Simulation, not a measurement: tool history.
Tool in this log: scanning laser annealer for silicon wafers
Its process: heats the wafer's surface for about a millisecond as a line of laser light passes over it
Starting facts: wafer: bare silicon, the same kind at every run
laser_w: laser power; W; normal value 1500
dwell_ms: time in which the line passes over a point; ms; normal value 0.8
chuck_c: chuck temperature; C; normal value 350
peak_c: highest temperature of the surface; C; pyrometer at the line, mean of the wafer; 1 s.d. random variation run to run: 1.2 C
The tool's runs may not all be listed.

| run | hour | laser_w | dwell_ms | chuck_c | peak_c |
|---|---|---|---|---|---|
| 1 | 0 | 1500 | 0.8 | 350 | 1146 |
| 2 | 10.2 | 1500 | 0.8 | 350 | 1146 |
| 3 | 18.3 | 1500 | 0.8 | 350 | 1145 |
| 4 | 30.2 | 1500 | 0.8 | 350 | 1143 |
| 5 | 40.7 | 1500 | 0.8 | 362 | 1157 |
| 6 | 49.8 | 1500 | 0.8 | 362 | 1156 |
| 7 | 60.5 | 1500 | 0.8 | 362 | 1155 |
| 8 | 70.2 | 1500 | 0.8 | 362 | 1153 |
| 9 | 78.4 | 1500 | 0.8 | 362 | 1157 |
| 10 | 87.8 | 1500 | 0.8 | 362 | 1156 |
| 11 | 97.6 | 1500 | 0.8 | 362 | 1155 |
| 12 | 108.1 | 1500 | 0.8 | 362 | 1155 |
| 13 | 116.5 | 1411 | 0.8 | 350 | 1091 |
| 14 | 125.2 | 1411 | 0.8 | 350 | 1091 |
| 15 | 135.3 | 1500 | 0.8 | 350 | 1143 |
| 16 | 141.7 | 1372 | 0.8 | 350 | 1067 |
| 17 | 148.7 | 1500 | 0.8 | 350 | 1142 |
| 18 | 157.1 | 1500 | 0.8 | 350 | 1144 |
| 19 | 164.8 | 1500 | 0.8 | 350 | 1142 |
| 20 | 171 | 1500 | 0.8 | 350 | 1144 |
| 21 | 182.7 | 1500 | 0.879 | 350 | 1179 |
| 22 | 194.4 | 1500 | 0.879 | 333 | 1164 |
| 23 | 204.3 | 1500 | 0.57 | 371 | 1043 |
| 24 | 216.8 | 1457 | 0.605 | 350 | 1017 |
| 25 | 225.3 | 1395 | 0.865 | 350 | 1108 |
| 26 | 237.6 | 1423 | 0.924 | 333 | 1135 |
| 27 | 243.7 | 1539 | 0.587 | 355 | 1055 |
| 28 | 251.1 | 1589 | 0.565 | 387 | 1100 |
| 29 | 263.8 | 1589 | 0.565 | 322 | 1034 |
| 30 | 272.2 | 1589 | 0.565 | 322 | 1033 |
| 31 | 277.9 | 1630 | 0.771 | 326 | 1181 |
| 32 | 284.4 | 1370 | 0.643 | 310 | 951 |
| 33 | 294.7 | 1370 | 0.643 | 310 | 952 |
| 34 | 306.8 | 1370 | 0.643 | 310 | 952 |
| 35 | 313 | 1332 | 0.785 | 354 | 1041 |
| 36 | 319.6 | 1332 | 0.785 | 354 | 1036 |
| 37 | 329.5 | 1332 | 0.785 | 354 | 1038 |
| 38 | 340.2 | 1504 | 0.785 | 356 | 1140 |
| 39 | 347.7 | 1497 | 0.665 | 350 | 1071 |
| 40 | 353.4 | 1497 | 0.665 | 350 | 1071 |
| 41 | 362.8 | 1497 | 0.665 | 350 | 1070 |
| 42 | 370.4 | 1497 | 0.665 | 350 | 1073 |

Each row is a separate what-if for the run after 42, all from the same tool condition, not one after another. Results?
| A | 378 | 1500 | 0.8 | 346 | ? |
| B | 378 | 1497 | 0.665 | 341 | ? |
| C | 378 | 1370 | 0.644 | 351 | ? |

| run | peak_c |
|---|---|
| A | 1137 |
| B | 1060 |
| C | 993 |
With the hidden condition removed and each run's random variation left untouched, the same runs would have given:
| run | peak_c |
|---|---|
| A | 1151 |
| B | 1073 |
| C | 1005 |
